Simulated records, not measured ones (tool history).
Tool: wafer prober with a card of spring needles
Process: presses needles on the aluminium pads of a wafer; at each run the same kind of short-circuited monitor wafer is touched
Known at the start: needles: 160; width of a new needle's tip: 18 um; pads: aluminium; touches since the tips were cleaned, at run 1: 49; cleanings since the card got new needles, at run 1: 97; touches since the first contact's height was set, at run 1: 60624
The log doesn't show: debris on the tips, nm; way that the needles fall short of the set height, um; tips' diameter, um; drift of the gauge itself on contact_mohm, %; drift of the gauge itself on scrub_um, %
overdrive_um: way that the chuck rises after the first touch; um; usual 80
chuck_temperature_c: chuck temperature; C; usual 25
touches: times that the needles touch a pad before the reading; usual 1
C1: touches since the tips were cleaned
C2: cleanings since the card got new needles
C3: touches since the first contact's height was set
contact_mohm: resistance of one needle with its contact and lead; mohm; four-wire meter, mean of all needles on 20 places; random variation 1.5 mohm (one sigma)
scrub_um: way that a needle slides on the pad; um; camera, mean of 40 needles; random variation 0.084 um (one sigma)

run 1 hour=0.0 | overdrive_um=80 chuck_temperature_c=25 touches=1 | C1=49 C2=97 C3=60624 | contact_mohm=151 scrub_um=19.71
-- hour=6.0 tips cleaned on abrasive film
-- hour=12.6 tips cleaned on abrasive film
-- hour=19.7 tips cleaned on abrasive film
run 2 hour=23.6 | overdrive_um=80 chuck_temperature_c=25 touches=1 | C1=1592 C2=100 C3=70158 | contact_mohm=173 scrub_um=19.61
-- hour=26.4 tips cleaned on abrasive film
-- hour=33.2 tips cleaned on abrasive film
-- hour=40.0 tips cleaned on abrasive film
-- hour=46.8 tips cleaned on abrasive film
run 3 hour=48.5 | overdrive_um=80 chuck_temperature_c=25 touches=1 | C1=689 C2=104 C3=80205 | contact_mohm=166 scrub_um=19.56
-- hour=53.9 tips cleaned on abrasive film
-- hour=61.2 tips cleaned on abrasive film
run 4 hour=62.1 | overdrive_um=80 chuck_temperature_c=25 touches=1 | C1=367 C2=106 C3=85685 | contact_mohm=153 scrub_um=19.36
-- hour=67.9 tips cleaned on abrasive film
-- hour=74.6 tips cleaned on abrasive film
run 5 hour=78.4 | overdrive_um=80 chuck_temperature_c=25 touches=1 | C1=1535 C2=108 C3=92276 | contact_mohm=178 scrub_um=19.32
-- hour=81.4 tips cleaned on abrasive film
-- hour=83.2 height of the first contact set anew
-- hour=87.7 tips cleaned on abrasive film
-- hour=93.7 tips cleaned on abrasive film
run 6 hour=99.4 | overdrive_um=80 chuck_temperature_c=25 touches=1 | C1=2336 C2=111 C3=6576 | contact_mohm=183 scrub_um=20.38
-- hour=101.0 tips cleaned on abrasive film
-- hour=108.1 tips cleaned on abrasive film
-- hour=115.3 tips cleaned on abrasive film
-- hour=121.9 tips cleaned on abrasive film
run 7 hour=122.2 | overdrive_um=80 chuck_temperature_c=25 touches=1 | C1=118 C2=115 C3=15742 | contact_mohm=146 scrub_um=20.10
-- hour=129.3 tips cleaned on abrasive film
-- hour=136.7 tips cleaned on abrasive film
-- hour=144.0 tips cleaned on abrasive film
run 8 hour=144.2 | overdrive_um=80 chuck_temperature_c=25 touches=1 | C1=89 C2=118 C3=24617 | contact_mohm=149 scrub_um=19.92
-- hour=151.1 tips cleaned on abrasive film
-- hour=158.0 tips cleaned on abrasive film
-- hour=165.0 tips cleaned on abrasive film
run 9 hour=166.4 | overdrive_um=80 chuck_temperature_c=25 touches=1 | C1=593 C2=121 C3=33600 | contact_mohm=158 scrub_um=19.93
-- hour=171.8 tips cleaned on abrasive film
-- hour=178.8 tips cleaned on abrasive film
-- hour=185.6 tips cleaned on abrasive film
run 10 hour=185.6 | overdrive_um=80 chuck_temperature_c=25 touches=1 | C1=0 C2=124 C3=41351 | contact_mohm=149 scrub_um=19.92
-- hour=192.3 tips cleaned on abrasive film
-- hour=199.5 tips cleaned on abrasive film
-- hour=205.5 tips cleaned on abrasive film
run 11 hour=208.1 | overdrive_um=80 chuck_temperature_c=40 touches=1 | C1=1083 C2=127 C3=50439 | contact_mohm=170 scrub_um=19.91
-- hour=212.5 tips cleaned on abrasive film
-- hour=219.3 tips cleaned on abrasive film
run 12 hour=223.4 | overdrive_um=80 chuck_temperature_c=40 touches=1 | C1=1680 C2=129 C3=56638 | contact_mohm=179 scrub_um=19.81
-- hour=226.5 tips cleaned on abrasive film
-- hour=232.5 tips cleaned on abrasive film
run 13 hour=237.5 | overdrive_um=80 chuck_temperature_c=40 touches=2 | C1=2030 C2=131 C3=62302 | contact_mohm=174 scrub_um=19.77
-- hour=239.0 tips cleaned on abrasive film
-- hour=246.2 tips cleaned on abrasive film
-- hour=252.2 tips cleaned on abrasive film
run 14 hour=255.3 | overdrive_um=80 chuck_temperature_c=40 touches=2 | C1=1303 C2=134 C3=69502 | contact_mohm=165 scrub_um=19.63
-- hour=258.4 tips cleaned on abrasive film
-- hour=265.7 tips cleaned on abrasive film
-- hour=272.3 tips cleaned on abrasive film
run 15 hour=276.6 | overdrive_um=80 chuck_temperature_c=25 touches=1 | C1=1770 C2=137 C3=78086 | contact_mohm=184 scrub_um=19.53
-- hour=279.7 tips cleaned on abrasive film
-- hour=286.8 tips cleaned on abrasive film
run 16 hour=288.5 | overdrive_um=70 chuck_temperature_c=64 touches=2 | C1=688 C2=139 C3=82886 | contact_mohm=164 scrub_um=16.87
-- hour=293.8 tips cleaned on abrasive film
-- hour=301.2 tips cleaned on abrasive film
run 17 hour=304.6 | overdrive_um=69 chuck_temperature_c=64 touches=2 | C1=1403 C2=141 C3=89389 | contact_mohm=183 scrub_um=16.62
-- hour=307.2 tips cleaned on abrasive film
-- hour=314.0 tips cleaned on abrasive film
-- hour=316.9 height of the first contact set anew
-- hour=320.7 tips cleaned on abrasive film
run 18 hour=325.3 | overdrive_um=80 chuck_temperature_c=25 touches=2 | C1=1869 C2=144 C3=3389 | contact_mohm=167 scrub_um=20.28
-- hour=326.9 tips cleaned on abrasive film
-- hour=333.0 tips cleaned on abrasive film
-- hour=339.0 tips cleaned on abrasive film
-- hour=346.5 tips cleaned on abrasive film
run 19 hour=350.7 | overdrive_um=64 chuck_temperature_c=28 touches=2 | C1=1703 C2=148 C3=13626 | contact_mohm=180 scrub_um=16.24

Forecast run 20:
-- hour=353.4 tips cleaned on abrasive film
-- hour=360.4 tips cleaned on abrasive film
-- hour=367.9 tips cleaned on abrasive film
run 20 hour=368.3 | overdrive_um=80 chuck_temperature_c=70 touches=2 | C1=175 C2=151 C3=20723 | contact_mohm=? scrub_um=?

Run 20 gave contact_mohm 154 mohm, scrub_um 20.10 um.
Without the tool's hidden state the same run would have given contact_mohm 148 mohm, scrub_um 20.32 um.

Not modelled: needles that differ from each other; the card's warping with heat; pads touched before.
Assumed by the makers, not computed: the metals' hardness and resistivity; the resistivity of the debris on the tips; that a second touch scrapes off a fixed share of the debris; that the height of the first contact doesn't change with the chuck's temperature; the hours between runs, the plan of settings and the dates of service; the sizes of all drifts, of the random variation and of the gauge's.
